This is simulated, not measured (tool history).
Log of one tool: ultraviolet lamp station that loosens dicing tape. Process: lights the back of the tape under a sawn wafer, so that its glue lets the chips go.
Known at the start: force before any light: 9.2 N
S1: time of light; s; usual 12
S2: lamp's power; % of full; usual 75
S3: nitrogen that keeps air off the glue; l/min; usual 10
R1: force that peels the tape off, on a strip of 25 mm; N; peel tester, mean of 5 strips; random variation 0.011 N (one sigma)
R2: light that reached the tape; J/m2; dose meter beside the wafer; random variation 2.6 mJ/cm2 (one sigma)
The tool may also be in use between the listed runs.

Run 1, hour 0.0: usual settings. Result: R1 0.584 N, R2 3270 J/m2.
Run 2, hour 27.2: usual settings. Result: R1 0.577 N, R2 3160 J/m2.
Run 3, hour 43.6: usual settings but S1 14 s. Result: R1 0.403 N, R2 3710 J/m2.
Run 4, hour 70.9: usual settings but S3 6 l/min. Result: R1 0.762 N, R2 3180 J/m2.
Run 5, hour 103.6: usual settings but S3 6 l/min. Result: R1 0.829 N, R2 3170 J/m2.
Run 6, hour 124.7: usual settings but S3 9 l/min. Result: R1 0.639 N, R2 3120 J/m2.
Run 7, hour 151.8: usual settings but S3 9 l/min. Result: R1 0.683 N, R2 3090 J/m2.
Run 8, hour 169.6: usual settings but S3 9 l/min. Result: R1 0.657 N, R2 3070 J/m2.
Run 9, hour 202.0: usual settings but S3 9 l/min. Result: R1 0.701 N, R2 3040 J/m2.
At hour 205.2: window cleaned of glue's vapour.
Run 10, hour 226.9: usual settings but S3 7 l/min. Result: R1 0.853 N, R2 2940 J/m2.
Run 11, hour 257.2: usual settings but S2 78 % of full. Result: R1 0.649 N, R2 2970 J/m2.
Run 12, hour 277.4: usual settings. Result: R1 0.740 N, R2 2810 J/m2.
Run 13, hour 295.0: usual settings but S1 18 s, S3 6 l/min. Result: R1 0.405 N, R2 4240 J/m2.
Run 14, hour 310.2: usual settings but S1 10 s, S2 72 % of full, S3 8 l/min. Result: R1 1.323 N, R2 2250 J/m2.
At hour 318.1: window cleaned of glue's vapour, once more.
Run 15, hour 335.0: usual settings but S1 23 s, S2 99 % of full, S3 4 l/min. Result: R1 0.194 N, R2 8120 J/m2.
Run 16, hour 360.0: usual settings but S1 23 s, S2 99 % of full, S3 4 l/min. Result: R1 0.196 N, R2 8010 J/m2.
Run 17, hour 380.2: usual settings but S1 21 s, S2 80 % of full, S3 4 l/min. Result: R1 0.263 N, R2 5860 J/m2.
Run 18, hour 409.5: usual settings but S1 21 s, S2 80 % of full, S3 4 l/min. Result: R1 0.283 N, R2 5820 J/m2.
Run 19, hour 438.7: usual settings but S1 21 s, S2 77 % of full, S3 5 l/min. Result: R1 0.256 N, R2 5560 J/m2.
Run 20, hour 472.2: usual settings but S1 8 s, S3 9 l/min. Result: R1 1.446 N, R2 2040 J/m2.
Run 21, hour 494.7: usual settings but S1 8 s, S2 81 % of full, S3 19 l/min. Result: R1 1.044 N, R2 2220 J/m2.
Run 22, hour 517.5: usual settings but S1 8 s, S2 81 % of full, S3 19 l/min. Result: R1 1.030 N, R2 2190 J/m2.
Run 23, hour 537.7: usual settings but S1 8 s, S2 81 % of full, S3 19 l/min. Result: R1 1.007 N, R2 2140 J/m2.
Run 24, hour 553.7: usual settings but S3 7 l/min. Result: R1 0.826 N, R2 3000 J/m2.

Forecast each of these 5 alternatives for the next run:
Run A, hour 576.1: usual settings but S3 11 l/min. Result: R1 ?, R2 ?.
Run B, hour 576.1: usual settings but S2 69 % of full, S3 13 l/min. Result: R1 ?, R2 ?.
Run C, hour 576.1: usual settings but S2 72 % of full. Result: R1 ?, R2 ?.
Run D, hour 576.1: usual settings but S1 6 s. Result: R1 ?, R2 ?.
Run E, hour 576.1: usual settings but S2 61 % of full, S3 4 l/min. Result: R1 ?, R2 ?.

run     R1    R2
  A  0.653  2980
  B  0.734  2750
  C  0.770  2890
  D  2.289  1480
  E  1.654  2430
Without the tool's hidden state the same runs would have given:
run     R1    R2
  A  0.484  3420
  B  0.546  3160
  C  0.572  3320
  D  1.882  1700
  E  1.301  2790
